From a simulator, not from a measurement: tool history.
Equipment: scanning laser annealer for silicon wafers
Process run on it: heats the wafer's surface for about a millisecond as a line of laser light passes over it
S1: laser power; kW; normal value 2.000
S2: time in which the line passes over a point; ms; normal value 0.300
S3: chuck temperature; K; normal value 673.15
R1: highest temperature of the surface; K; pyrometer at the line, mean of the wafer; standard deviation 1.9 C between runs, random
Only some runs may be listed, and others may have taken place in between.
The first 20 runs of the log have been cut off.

run	day	S1	S2	S3	R1
21	6.192	2.000	0.285	691.15	1375.15
22	6.625	1.777	0.363	712.15	1388.15
# day 6.779: laser's power meter calibrated
23	7.058	1.768	0.267	655.15	1234.15
24	7.300	1.897	0.326	642.15	1325.15
25	7.517	1.897	0.326	642.15	1327.15
26	7.833	2.173	0.326	657.15	1451.15
# day 8.333: laser's power meter calibrated, once more
27	8.367	2.000	0.286	678.15	1356.15
28	8.675	1.722	0.273	656.15	1224.15
29	8.917	1.956	0.273	701.15	1348.15
30	9.288	1.963	0.232	676.15	1278.15
31	9.654	2.000	0.214	653.15	1243.15
32	10.021	2.171	0.216	673.15	1315.15
33	10.275	2.171	0.216	673.15	1316.15
34	10.454	1.869	0.347	673.15	1368.15
35	10.808	2.144	0.300	711.15	1458.15
36	11.021	1.796	0.229	673.15	1216.15
# day 11.350: window over the wafer cleaned
37	11.367	1.774	0.304	671.15	1309.15
38	11.704	1.774	0.304	671.15	1312.15
39	12.100	1.978	0.271	673.15	1346.15
40	12.292	1.752	0.308	695.15	1329.15
41	12.646	1.752	0.308	676.15	1310.15
42	13.012	1.752	0.308	676.15	1309.15

What if the next run were any one of these 3? Each begins from the tool's condition after run 42:
A	13.383	1.990	0.267	687.15	?
B	13.383	2.000	0.300	710.15	?
C	13.383	1.735	0.296	676.15	?

run	R1
A	1364.15
B	1426.15
C	1293.15
With the hidden condition removed and each run's random variation left untouched, the same runs would have given:
run	R1
A	1374.15
B	1437.15
C	1302.15
